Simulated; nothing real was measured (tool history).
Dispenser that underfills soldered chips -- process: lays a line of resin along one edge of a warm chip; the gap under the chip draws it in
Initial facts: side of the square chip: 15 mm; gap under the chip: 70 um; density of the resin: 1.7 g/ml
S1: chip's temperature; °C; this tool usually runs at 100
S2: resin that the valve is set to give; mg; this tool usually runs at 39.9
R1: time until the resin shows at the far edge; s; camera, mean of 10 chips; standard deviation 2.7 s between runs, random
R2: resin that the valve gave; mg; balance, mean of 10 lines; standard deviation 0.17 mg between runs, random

{"run": 1, "hour": 0.0, "S1": 100, "S2": 39.9, "R1": 297.6, "R2": 39.37}
{"run": 2, "hour": 5.6, "S1": 100, "S2": 39.9, "R1": 404.7, "R2": 39.29}
{"run": 3, "hour": 10.2, "S1": 100, "S2": 39.9, "R1": 305.5, "R2": 39.15}
{"run": 4, "hour": 14.2, "S1": 100, "S2": 39.9, "R1": 377.7, "R2": 39.18}
{"run": 5, "hour": 18.8, "S1": 100, "S2": 39.9, "R1": 294.5, "R2": 38.96}
{"run": 6, "hour": 21.3, "S1": 100, "S2": 39.9, "R1": 326.9, "R2": 38.81}
{"run": 7, "hour": 24.8, "S1": 115, "S2": 39.9, "R1": 208.2, "R2": 39.07}
{"run": 8, "hour": 28.3, "S1": 107, "S2": 39.9, "R1": 204.9, "R2": 38.64}
{"run": 9, "hour": 32.6, "S1": 100, "S2": 39.9, "R1": 351.5, "R2": 38.47}
{"run": 10, "hour": 36.5, "S1": 100, "S2": 39.9, "R1": 260.9, "R2": 38.81}
{"run": 11, "hour": 39.3, "S1": 100, "S2": 39.9, "R1": 305.8, "R2": 38.79}
{"run": 12, "hour": 43.2, "S1": 100, "S2": 39.9, "R1": 366.7, "R2": 38.5}
{"run": 13, "hour": 48.8, "S1": 100, "S2": 39.9, "R1": 301.2, "R2": 38.88}
{"run": 14, "hour": 54.7, "S1": 100, "S2": 39.9, "R1": 400.8, "R2": 38.37}
{"run": 15, "hour": 59.7, "S1": 100, "S2": 39.9, "R1": 311.1, "R2": 38.22}
{"run": 16, "hour": 64.0, "S1": 100, "S2": 39.9, "R1": 392.1, "R2": 38.23}
{"run": 17, "hour": 67.8, "S1": 100, "S2": 39.9, "R1": 284.9, "R2": 37.81}
{"run": 18, "hour": 70.3, "S1": 100, "S2": 35.0, "R1": 341.1, "R2": 33.35}
{"run": 19, "hour": 74.9, "S1": 100, "S2": 39.9, "R1": 410.4, "R2": 37.84}
{"run": 20, "hour": 79.1, "S1": 100, "S2": 39.9, "R1": 314.8, "R2": 37.75}
{"run": 21, "hour": 81.8, "S1": 89, "S2": 39.8, "R1": 598.5, "R2": 37.75}
{"run": 22, "hour": 85.5, "S1": 99, "S2": 51.2, "R1": 272.0, "R2": 48.24}
{"run": 23, "hour": 90.3, "S1": 87, "S2": 43.0, "R1": 622.6, "R2": 40.63}
{"run": 24, "hour": 92.7, "S1": 87, "S2": 43.0, "R1": 692.5, "R2": 40.63}
{"run": 25, "hour": 97.5, "S1": 87, "S2": 43.0, "R1": 530.3, "R2": 40.18}
{"run": 26, "hour": 101.8, "S1": 91, "S2": 47.6, "R1": 528.5, "R2": 44.31}
{"run": 27, "hour": 107.1, "S1": 91, "S2": 47.6, "R1": 430.9, "R2": 44.58}
{"run": 28, "hour": 110.6, "S1": 91, "S2": 47.6, "R1": 512.1, "R2": 44.19}
{"run": 29, "hour": 116.1, "S1": 91, "S2": 47.6, "R1": 410.4, "R2": 44.23}
{"run": 30, "hour": 121.9, "S1": 91, "S2": 47.6, "R1": 557.5, "R2": 44.36}
{"run": 31, "hour": 126.9, "S1": 91, "S2": 47.6, "R1": 430.5, "R2": 43.74}
{"run": 32, "hour": 131.8, "S1": 88, "S2": 47.3, "R1": 655.6, "R2": 43.68}
{"run": 33, "hour": 135.5, "S1": 88, "S2": 47.3, "R1": 476.1, "R2": 43.49}
{"run": 34, "hour": 140.0, "S1": 88, "S2": 47.3, "R1": 600.1, "R2": 43.37}
{"run": 35, "hour": 145.3, "S1": 109, "S2": 47.6, "R1": 179.8, "R2": 43.33}
{"run": 36, "hour": 148.5, "S1": 104, "S2": 47.6, "R1": 269.7, "R2": 43.35}
{"run": 37, "hour": 151.5, "S1": 98, "S2": 51.5, "R1": 404.2, "R2": 47.41}

Withheld: 15 entries from between the runs. Position of each, and hidden state at the listed run before versus the listed run after:
After run 2, before run 3: new syringe of resin (hour 7.0)
  resin's viscosity, % of fresh resin's: 151.4 -> 117.1; dose that the valve gives, % of what is set: 98.36 -> 98.16; true chip temperature over the reading, C: 0.33 -> 0.34
  what was measured, less what the result would be without the hidden state, R1: +133.9 -> +41.5 s; R2: -0.66 -> -0.74 mg
After run 4, before run 5: new syringe of resin (hour 16.8)
  resin's viscosity, % of fresh resin's: 142.5 -> 111.8; dose that the valve gives, % of what is set: 97.94 -> 97.74; true chip temperature over the reading, C: 0.35 -> 0.36
  what was measured, less what the result would be without the hidden state, R1: +109.4 -> +27.7 s; R2: -0.83 -> -0.90 mg
After run 7, before run 8: new syringe of resin (hour 26.8)
  resin's viscosity, % of fresh resin's: 150.3 -> 107.9; dose that the valve gives, % of what is set: 97.43 -> 97.29
  what was measured, less what the result would be without the hidden state, R1: +68.2 -> +12.8 s; R2: -1.03 -> -1.07 mg
After run 9, before run 10: new syringe of resin (hour 36.5)
  resin's viscosity, % of fresh resin's: 133.2 -> 99.5; dose that the valve gives, % of what is set: 97.07 -> 96.87; true chip temperature over the reading, C: 0.38 -> 0.39
  what was measured, less what the result would be without the hidden state, R1: +84.4 -> -4.5 s; R2: -1.16 -> -1.25 mg
After run 12, before run 13: new syringe of resin (hour 46.3)
  resin's viscosity, % of fresh resin's: 138.3 -> 114; dose that the valve gives, % of what is set: 96.51 -> 96.22; true chip temperature over the reading, C: 0.4 -> 0.41
  what was measured, less what the result would be without the hidden state, R1: +98.4 -> +33.8 s; R2: -1.39 -> -1.53 mg
After run 14, before run 15: new syringe of resin (hour 56.1)
  resin's viscosity, % of fresh resin's: 151.9 -> 119.8; dose that the valve gives, % of what is set: 95.91 -> 95.68; true chip temperature over the reading, C: 0.42 -> 0.43
  what was measured, less what the result would be without the hidden state, R1: +133.9 -> +48.4 s; R2: -1.63 -> -1.73 mg
After run 16, before run 17: new syringe of resin (hour 65.9)
  resin's viscosity, % of fresh resin's: 148.3 -> 110.1; dose that the valve gives, % of what is set: 95.45 -> 95.28; true chip temperature over the reading, C: 0.44 -> 0.45
  what was measured, less what the result would be without the hidden state, R1: +124.7 -> +23.1 s; R2: -1.82 -> -1.87 mg
After run 19, before run 20: new syringe of resin (hour 75.5)
  resin's viscosity, % of fresh resin's: 156.3 -> 119.2; dose that the valve gives, % of what is set: 94.91 -> 94.71; true chip temperature over the reading, C: 0.46 -> 0.47
  what was measured, less what the result would be without the hidden state, R1: +145.0 -> +47.6 s; R2: -2.03 -> -2.11 mg
After run 21, before run 22: new syringe of resin (hour 85.4)
  resin's viscosity, % of fresh resin's: 136 -> 101; dose that the valve gives, % of what is set: 94.59 -> 94.42; true chip temperature over the reading, C: 0.47 -> 0.48
  what was measured, less what the result would be without the hidden state, R1: +152.8 -> -2.4 s; R2: -2.16 -> -2.85 mg
After run 24, before run 25: new syringe of resin (hour 95.2)
  resin's viscosity, % of fresh resin's: 144 -> 111.4; dose that the valve gives, % of what is set: 94.03 -> 93.79; true chip temperature over the reading, C: 0.49 -> 0.5
  what was measured, less what the result would be without the hidden state, R1: +203.6 -> +46.7 s; R2: -2.58 -> -2.67 mg
After run 26, before run 27: new syringe of resin (hour 104.9)
  resin's viscosity, % of fresh resin's: 137.6 -> 111.2; dose that the valve gives, % of what is set: 93.56 -> 93.31; true chip temperature over the reading, C: 0.51 -> 0.52
  what was measured, less what the result would be without the hidden state, R1: +137.0 -> +35.6 s; R2: -3.05 -> -3.19 mg
After run 28, before run 29: new syringe of resin (hour 114.7)
  resin's viscosity, % of fresh resin's: 131.9 -> 107.2; dose that the valve gives, % of what is set: 93.15 -> 92.87; true chip temperature over the reading, C: 0.53 -> 0.54
  what was measured, less what the result would be without the hidden state, R1: +116.3 -> +19.8 s; R2: -3.25 -> -3.39 mg
After run 30, before run 31: new syringe of resin (hour 124.3)
  resin's viscosity, % of fresh resin's: 142.1 -> 112.6; dose that the valve gives, % of what is set: 92.56 -> 92.32; true chip temperature over the reading, C: 0.55 -> 0.56
  what was measured, less what the result would be without the hidden state, R1: +157.1 -> +40.4 s; R2: -3.57 -> -3.64 mg
After run 32, before run 33: new syringe of resin (hour 133.9)
  resin's viscosity, % of fresh resin's: 143 -> 107.4; dose that the valve gives, % of what is set: 92.06 -> 91.89; true chip temperature over the reading, C: 0.56 -> 0.57
  what was measured, less what the result would be without the hidden state, R1: +187.6 -> +23.7 s; R2: -3.77 -> -3.84 mg
After run 34, before run 35: new syringe of resin (hour 143.7)
  resin's viscosity, % of fresh resin's: 134.4 -> 107.6; dose that the valve gives, % of what is set: 91.64 -> 91.41; true chip temperature over the reading, C: 0.58 -> 0.59
  what was measured, less what the result would be without the hidden state, R1: +144.3 -> +9.6 s; R2: -3.95 -> -4.07 mg

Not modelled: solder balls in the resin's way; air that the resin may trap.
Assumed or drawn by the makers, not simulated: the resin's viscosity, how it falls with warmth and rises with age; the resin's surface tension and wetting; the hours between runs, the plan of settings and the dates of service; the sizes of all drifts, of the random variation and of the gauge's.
